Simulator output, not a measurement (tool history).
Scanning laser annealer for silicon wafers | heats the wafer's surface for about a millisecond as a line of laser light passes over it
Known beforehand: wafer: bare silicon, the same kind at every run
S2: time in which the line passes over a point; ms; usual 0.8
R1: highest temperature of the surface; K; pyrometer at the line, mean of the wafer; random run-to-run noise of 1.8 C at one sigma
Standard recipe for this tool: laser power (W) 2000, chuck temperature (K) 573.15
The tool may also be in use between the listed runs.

run 1 hour=0 | laser_power_(W)=2000 S2=0.8 chuck_temperature_(K)=573.15 | R1=1286.15
run 2 hour=53.8 | laser_power_(W)=2000 S2=0.8 chuck_temperature_(K)=573.15 | R1=1281.15
run 3 hour=126.3 | laser_power_(W)=2000 S2=0.902 chuck_temperature_(K)=573.15 | R1=1314.15
run 4 hour=180.9 | laser_power_(W)=2000 S2=0.902 chuck_temperature_(K)=573.15 | R1=1310.15
run 5 hour=257.6 | laser_power_(W)=2000 S2=0.8 chuck_temperature_(K)=573.15 | R1=1270.15
run 6 hour=337.3 | laser_power_(W)=2044 S2=0.8 chuck_temperature_(K)=573.15 | R1=1287.15
-- hour=365.3 window over the wafer cleaned
run 7 hour=372 | laser_power_(W)=2000 S2=0.8 chuck_temperature_(K)=573.15 | R1=1300.15
run 8 hour=412.4 | laser_power_(W)=2000 S2=0.86 chuck_temperature_(K)=573.15 | R1=1322.15
run 9 hour=492.5 | laser_power_(W)=2000 S2=0.86 chuck_temperature_(K)=573.15 | R1=1319.15
run 10 hour=559.6 | laser_power_(W)=2000 S2=0.8 chuck_temperature_(K)=573.15 | R1=1288.15
run 11 hour=632.8 | laser_power_(W)=2000 S2=0.8 chuck_temperature_(K)=573.15 | R1=1282.15
run 12 hour=705.9 | laser_power_(W)=2000 S2=0.8 chuck_temperature_(K)=573.15 | R1=1282.15
run 13 hour=766.5 | laser_power_(W)=2000 S2=0.8 chuck_temperature_(K)=544.15 | R1=1247.15
run 14 hour=808.3 | laser_power_(W)=2000 S2=0.8 chuck_temperature_(K)=573.15 | R1=1273.15
run 15 hour=871.6 | laser_power_(W)=2000 S2=0.8 chuck_temperature_(K)=573.15 | R1=1269.15
run 16 hour=940.5 | laser_power_(W)=2000 S2=0.8 chuck_temperature_(K)=573.15 | R1=1263.15
-- hour=948.8 window over the wafer cleaned
run 17 hour=996.7 | laser_power_(W)=1796 S2=0.8 chuck_temperature_(K)=539.15 | R1=1168.15
run 18 hour=1043.8 | laser_power_(W)=1796 S2=0.8 chuck_temperature_(K)=539.15 | R1=1169.15
run 19 hour=1099.6 | laser_power_(W)=1800 S2=0.8 chuck_temperature_(K)=604.15 | R1=1233.15
run 20 hour=1176.3 | laser_power_(W)=1800 S2=0.8 chuck_temperature_(K)=604.15 | R1=1227.15
run 21 hour=1240.7 | laser_power_(W)=1800 S2=0.8 chuck_temperature_(K)=604.15 | R1=1220.15
run 22 hour=1300.7 | laser_power_(W)=1800 S2=0.8 chuck_temperature_(K)=604.15 | R1=1220.15
run 23 hour=1363.3 | laser_power_(W)=1800 S2=0.8 chuck_temperature_(K)=604.15 | R1=1216.15
run 24 hour=1432.5 | laser_power_(W)=1800 S2=0.8 chuck_temperature_(K)=604.15 | R1=1213.15
run 25 hour=1472.4 | laser_power_(W)=2191 S2=0.577 chuck_temperature_(K)=594.15 | R1=1262.15
run 26 hour=1523.4 | laser_power_(W)=1933 S2=0.709 chuck_temperature_(K)=567.15 | R1=1193.15
-- hour=1531.8 window over the wafer cleaned
run 27 hour=1578.5 | laser_power_(W)=1933 S2=0.891 chuck_temperature_(K)=594.15 | R1=1319.15
run 28 hour=1649.1 | laser_power_(W)=1835 S2=0.697 chuck_temperature_(K)=551.15 | R1=1155.15

Each row is a separate what-if for the run after 28, all from the same tool condition, not one after another. Results?
run A hour=1703.6 | laser_power_(W)=2000 S2=0.8 chuck_temperature_(K)=611.15 | R1=?
run B hour=1703.6 | laser_power_(W)=2159 S2=0.697 chuck_temperature_(K)=551.15 | R1=?
run C hour=1703.6 | laser_power_(W)=2147 S2=0.828 chuck_temperature_(K)=537.15 | R1=?
run D hour=1703.6 | laser_power_(W)=2122 S2=0.654 chuck_temperature_(K)=583.15 | R1=?
run E hour=1703.6 | laser_power_(W)=1835 S2=0.923 chuck_temperature_(K)=593.15 | R1=?

run=A R1=1321.15
run=B R1=1290.15
run=C R1=1329.15
run=D R1=1284.15
run=E R1=1275.15
With no hidden state in the tool, these same runs would have given:
run=A R1=1338.15
run=B R1=1307.15
run=C R1=1347.15
run=D R1=1300.15
run=E R1=1291.15

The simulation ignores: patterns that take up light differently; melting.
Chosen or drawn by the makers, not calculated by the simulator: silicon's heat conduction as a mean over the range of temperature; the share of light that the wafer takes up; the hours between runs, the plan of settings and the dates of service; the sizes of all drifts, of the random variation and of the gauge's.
